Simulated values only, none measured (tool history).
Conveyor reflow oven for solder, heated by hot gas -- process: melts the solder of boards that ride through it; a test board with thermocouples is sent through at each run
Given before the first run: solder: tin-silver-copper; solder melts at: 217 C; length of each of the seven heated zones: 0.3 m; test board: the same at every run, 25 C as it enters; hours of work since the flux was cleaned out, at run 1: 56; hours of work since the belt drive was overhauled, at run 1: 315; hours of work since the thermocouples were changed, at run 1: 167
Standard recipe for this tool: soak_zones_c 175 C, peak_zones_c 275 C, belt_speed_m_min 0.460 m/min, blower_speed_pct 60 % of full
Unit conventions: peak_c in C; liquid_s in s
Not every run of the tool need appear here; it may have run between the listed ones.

run	day	soak_zones_c	peak_zones_c	belt_speed_m_min	blower_speed_pct	hours of work since the flux was cleaned out	hours of work since the belt drive was overhauled	hours of work since the thermocouples were changed	peak_c	liquid_s
1	0.000	175	275	0.460	60	56	315	167	247.9	52.2
2	0.383	175	275	0.460	60	63	322	174	247.5	52.2
3	0.742	175	275	0.479	60	70	329	181	244.8	48.6
4	1.046	175	275	0.479	60	76	334	186	245.1	48.1
5	1.471	175	275	0.479	60	84	342	194	244.7	46.6
6	1.725	175	275	0.460	60	88	347	199	247.4	52.7
7	2.033	175	275	0.460	60	94	353	205	247.1	51.0
8	2.450	175	275	0.460	60	102	361	213	245.5	52.2
9	2.712	175	275	0.460	60	107	366	218	246.8	52.0
10	3.158	175	275	0.460	60	115	374	226	246.0	52.5
11	3.550	175	275	0.460	60	123	381	233	246.6	51.4
12	3.729	175	275	0.460	60	126	385	237	245.5	50.5
13	3.933	175	275	0.460	60	130	389	241	246.3	50.7
14	4.346	175	275	0.460	60	138	396	248	246.7	51.7
15	4.588	175	275	0.460	86	142	401	253	252.9	58.0
16	4.996	175	264	0.460	50	150	409	261	234.6	37.2
17	5.388	175	264	0.460	50	157	416	268	235.2	38.0
18	5.746	175	264	0.460	50	164	423	275	234.4	37.1
19	6.104	175	264	0.460	50	171	429	281	234.6	35.8
20	6.288	175	264	0.460	50	174	433	285	234.3	35.8
21	6.708	175	282	0.460	88	182	441	293	257.5	61.3
22	6.933	174	282	0.459	61	186	445	297	251.3	56.0
23	7.142	174	282	0.373	61	190	449	301	259.0	77.7
24	7.488	174	282	0.373	61	197	455	307	260.1	77.9
25	7.896	174	282	0.373	61	204	463	315	259.0	77.8
26	8.083	160	284	0.388	61	208	467	319	256.1	65.9
27	8.462	175	275	0.466	82	215	474	326	250.3	54.0
# day 8.946: flux residue cleaned out of gas plates and filters
28	9.092	186	276	0.451	79	3	482	334	256.1	67.1
29	9.388	175	284	0.460	67	8	487	339	257.1	60.1

5 ways to go on from here, each from the tool as it stands after run 29. What would each give?
A	9.825	175	275	0.433	60	17	495	347	?	?
B	9.825	180	271	0.460	60	17	495	347	?	?
C	9.825	175	281	0.473	67	17	495	347	?	?
D	9.825	163	274	0.460	84	17	495	347	?	?
E	9.825	166	275	0.379	60	17	495	347	?	?

run	peak_c	liquid_s
A	250.0	58.4
B	246.0	52.7
C	253.5	57.0
D	250.2	53.2
E	253.1	68.4
Stripped of hidden state, with their random variation kept, the same runs would have yielded:
run	peak_c	liquid_s
A	251.0	58.5
B	247.0	52.9
C	254.5	57.1
D	251.4	53.5
E	254.1	68.5
